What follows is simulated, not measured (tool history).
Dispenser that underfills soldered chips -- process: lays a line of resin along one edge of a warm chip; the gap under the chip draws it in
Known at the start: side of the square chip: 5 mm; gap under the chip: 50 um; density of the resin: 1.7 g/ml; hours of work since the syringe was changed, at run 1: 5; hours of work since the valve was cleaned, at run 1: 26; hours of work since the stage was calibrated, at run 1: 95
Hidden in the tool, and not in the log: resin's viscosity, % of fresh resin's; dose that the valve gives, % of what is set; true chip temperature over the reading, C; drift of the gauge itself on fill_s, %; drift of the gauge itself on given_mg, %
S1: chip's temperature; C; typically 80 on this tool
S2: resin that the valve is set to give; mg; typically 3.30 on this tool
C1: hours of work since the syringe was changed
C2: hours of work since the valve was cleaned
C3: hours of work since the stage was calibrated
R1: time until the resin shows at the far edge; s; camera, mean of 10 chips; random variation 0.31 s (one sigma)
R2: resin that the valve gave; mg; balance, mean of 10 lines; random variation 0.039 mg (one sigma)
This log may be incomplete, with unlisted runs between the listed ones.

run	hour	S1	S2	C1	C2	C3	R1	R2
1	0.0	80	3.30	5	26	95	7.4	3.22
2	6.6	80	3.30	10	31	100	10.4	3.13
# hour 8.2: new syringe of resin
3	18.3	80	3.30	7	39	108	8.2	3.17
# hour 23.7: new syringe of resin
4	28.9	80	3.30	4	46	115	7.1	3.11
5	37.3	80	3.30	10	52	121	10.1	3.08
# hour 39.8: new syringe of resin
6	45.7	80	3.30	4	58	127	7.4	3.17
# hour 55.4: new syringe of resin
7	60.3	67	3.30	4	68	137	10.1	3.08
8	69.4	80	3.30	10	75	143	9.9	3.07
# hour 71.9: new syringe of resin
9	80.0	80	3.30	6	82	151	8.1	3.02
# hour 87.2: new syringe of resin
# hour 93.2: dispensing valve cleaned and set on the balance
10	95.8	80	3.30	5	2	161	7.7	3.28
11	102.4	80	3.30	10	7	166	10.1	3.27
# hour 103.8: new syringe of resin
12	110.1	71	3.30	4	12	171	9.6	3.29
# hour 119.7: new syringe of resin
13	120.0	71	3.30	0	19	178	7.6	3.22
14	126.9	71	3.42	5	23	183	9.9	3.38
# hour 135.8: new syringe of resin
15	135.8	80	3.30	0	29	189	4.9	3.24
16	148.2	80	3.77	9	38	197	9.5	3.59
# hour 151.3: new syringe of resin
17	158.2	80	3.77	5	45	204	7.7	3.63
18	164.7	80	3.30	9	50	209	9.7	3.15
# hour 167.5: new syringe of resin
19	179.3	83	3.45	8	60	219	8.1	3.26
# hour 183.0: new syringe of resin
20	192.7	83	3.45	7	69	228	7.7	3.23
# hour 198.3: new syringe of resin
21	200.1	90	4.15	1	74	233	4.3	3.82
22	209.3	90	4.15	8	81	240	7.0	3.81
# hour 214.5: new syringe of resin
23	222.0	84	4.27	5	89	249	6.2	3.91
# hour 223.9: dispensing valve cleaned and set on the balance
# hour 230.8: new syringe of resin
24	237.6	88	3.70	5	9	259	5.5	3.66
# hour 246.4: new syringe of resin
25	249.6	73	3.58	2	18	267	8.4	3.53
26	260.2	92	3.01	10	25	275	7.2	2.89
# hour 261.9: new syringe of resin
27	273.5	77	3.41	8	34	284	9.1	3.34
# hour 277.3: new syringe of resin
28	285.1	71	3.52	6	42	292	9.4	3.39
# hour 293.0: new syringe of resin
29	298.8	71	3.52	4	52	301	9.2	3.34
30	307.8	75	2.92	10	58	308	12.1	2.69
# hour 309.1: new syringe of resin
31	320.5	75	2.98	8	67	316	10.4	2.74
# hour 325.3: new syringe of resin
32	335.8	66	3.74	7	78	327	12.7	3.45
# hour 341.8: new syringe of resin
33	342.4	71	3.07	0	82	331	7.2	2.71
# hour 344.5: stage's temperature calibrated
# hour 356.2: dispensing valve cleaned and set on the balance
34	358.2	66	3.39	10	1	9	15.6	3.34
# hour 359.5: new syringe of resin
35	373.9	95	3.54	10	12	20	7.0	3.46

Below, some changes in R1 between adjacent runs. For each, the amount present without the hidden state too (settings, incoming material, random variation) and the amount remaining for the hidden state with gauge scatter not shared by both compared results:
Run 32 -> 33: S1 66 -> 71, S2 3.74 -> 3.07, new syringe of resin. R1 -5.5 s: hidden state -3.9, all else -1.6.
Run 33 -> 34: S1 71 -> 66, S2 3.07 -> 3.39, stage's temperature calibrated, dispensing valve cleaned and set on the balance. R1 +8.4 s: hidden state +7.2, all else +1.2.
Run 34 -> 35: S1 66 -> 95, S2 3.39 -> 3.54, new syringe of resin. R1 -8.6 s: hidden state -3.9, all else -4.7.

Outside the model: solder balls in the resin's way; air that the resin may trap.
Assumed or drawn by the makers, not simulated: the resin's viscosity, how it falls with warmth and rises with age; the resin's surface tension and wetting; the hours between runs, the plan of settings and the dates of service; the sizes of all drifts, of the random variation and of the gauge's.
